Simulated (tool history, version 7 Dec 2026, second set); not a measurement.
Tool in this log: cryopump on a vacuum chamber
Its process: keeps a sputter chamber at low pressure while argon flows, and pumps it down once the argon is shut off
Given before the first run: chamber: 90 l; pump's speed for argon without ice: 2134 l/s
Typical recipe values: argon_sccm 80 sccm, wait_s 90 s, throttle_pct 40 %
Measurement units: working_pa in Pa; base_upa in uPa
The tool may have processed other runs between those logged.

Run 1, hour 0: usual settings. Result: working_pa 0.1665 Pa, base_upa 0.56 uPa.
Run 2, hour 107.7: usual settings but wait_s 27 s. Result: working_pa 0.1708 Pa, base_upa 1.19 uPa.
Run 3, hour 227.8: usual settings but wait_s 27 s. Result: working_pa 0.1746 Pa, base_upa 1.2 uPa.
Run 4, hour 339: usual settings but wait_s 27 s. Result: working_pa 0.1803 Pa, base_upa 1.19 uPa.
Run 5, hour 432.7: usual settings but wait_s 27 s. Result: working_pa 0.1845 Pa, base_upa 1.28 uPa.
At hour 491.7: leaking fittings of the chamber tightened, without venting.
Run 6, hour 536.3: usual settings but wait_s 27 s. Result: working_pa 0.1876 Pa, base_upa 1.1 uPa.
At hour 584.2: pump warmed up, emptied and cooled again.
Run 7, hour 649.9: usual settings but argon_sccm 33 sccm. Result: working_pa 0.0673 Pa, base_upa 0.45 uPa.
Run 8, hour 707.9: usual settings but argon_sccm 33 sccm. Result: working_pa 0.0676 Pa, base_upa 0.44 uPa.
Run 9, hour 788.4: usual settings. Result: working_pa 0.1662 Pa, base_upa 0.47 uPa.
Run 10, hour 872: usual settings but argon_sccm 46 sccm. Result: working_pa 0.0964 Pa, base_upa 0.47 uPa.
Run 11, hour 943.4: usual settings but argon_sccm 46 sccm. Result: working_pa 0.0977 Pa, base_upa 0.46 uPa.
Run 12, hour 1030.1: usual settings but argon_sccm 46 sccm. Result: working_pa 0.0998 Pa, base_upa 0.47 uPa.
Run 13, hour 1127.2: usual settings but argon_sccm 46 sccm. Result: working_pa 0.101 Pa, base_upa 0.49 uPa.
Run 14, hour 1229.8: usual settings. Result: working_pa 0.1816 Pa, base_upa 0.5 uPa.
Run 15, hour 1287.2: usual settings. Result: working_pa 0.1842 Pa, base_upa 0.49 uPa.
Run 16, hour 1345.5: usual settings. Result: working_pa 0.1859 Pa, base_upa 0.55 uPa.
Run 17, hour 1451.3: usual settings but throttle_pct 26 %. Result: working_pa 0.2772 Pa, base_upa 0.56 uPa.
At hour 1466.3: pump warmed up, emptied and cooled again.
Run 18, hour 1564.3: usual settings but argon_sccm 138 sccm, wait_s 166 s, throttle_pct 30 %. Result: working_pa 0.3758 Pa, base_upa 0.35 uPa.

For run 19, what comes out?
Run 19, hour 1666.7: usual settings but argon_sccm 138 sccm, wait_s 24 s, throttle_pct 30 %. Result: working_pa ?, base_upa ?.

Run 19 came out at working_pa 0.38 Pa, base_upa 1.19 uPa.
Minus the tool's unlogged condition, the same run would have read working_pa 0.3658 Pa, base_upa 1.1 uPa.
